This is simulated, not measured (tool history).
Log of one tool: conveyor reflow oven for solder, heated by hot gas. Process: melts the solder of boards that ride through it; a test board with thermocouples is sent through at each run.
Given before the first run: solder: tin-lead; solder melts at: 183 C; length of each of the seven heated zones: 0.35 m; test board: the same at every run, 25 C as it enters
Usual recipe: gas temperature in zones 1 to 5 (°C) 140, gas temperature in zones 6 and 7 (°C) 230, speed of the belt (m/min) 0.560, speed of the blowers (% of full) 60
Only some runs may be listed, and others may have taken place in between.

run	hour	gas temperature in zones 1 to 5 (°C)	gas temperature in zones 6 and 7 (°C)	speed of the belt (m/min)	speed of the blowers (% of full)	highest temperature of the board (°C)	time above the solder's melting point (s)
1	0.0	140	230	0.560	60	212.0	51.9
2	14.8	140	230	0.560	60	211.5	50.4
3	35.1	140	230	0.560	60	212.5	50.5
4	48.8	140	230	0.560	60	211.2	51.9
5	60.7	140	234	0.560	60	214.2	53.8
6	80.9	140	234	0.560	60	214.1	54.8
7	97.6	140	234	0.560	60	214.3	55.6
8	111.9	140	238	0.560	60	218.0	56.4
9	131.5	140	238	0.560	60	217.9	57.1
10	145.8	140	238	0.560	60	217.5	57.0
11	157.3	140	238	0.560	60	217.6	56.8
12	168.7	140	230	0.503	61	213.9	61.1
13	189.9	140	236	0.584	60	214.2	53.1
14	204.2	140	236	0.584	60	214.6	51.6
15	221.8	140	236	0.584	60	213.8	50.7
16	231.7	140	219	0.509	60	203.5	50.0
17	245.2	140	219	0.509	60	203.2	49.5
18	255.3	129	221	0.509	86	210.0	54.3
19	274.4	129	241	0.517	59	219.5	59.6
20	285.2	133	230	0.560	86	216.0	54.4
21	305.8	133	238	0.560	81	222.0	57.4

Predict each of these 3 candidate next runs independently; none follows another, all start after run 21:
A	319.1	140	230	0.560	52	?	?
B	319.1	145	230	0.635	60	?	?
C	319.1	135	238	0.653	72	?	?

run	highest temperature of the board (°C)	time above the solder's melting point (s)
A	206.7	46.7
B	205.9	42.1
C	213.4	43.6
The same runs, with their run-to-run variation unchanged, on a tool lacking any hidden condition would have given:
run	highest temperature of the board (°C)	time above the solder's melting point (s)
A	208.7	48.7
B	208.0	44.1
C	216.1	45.4
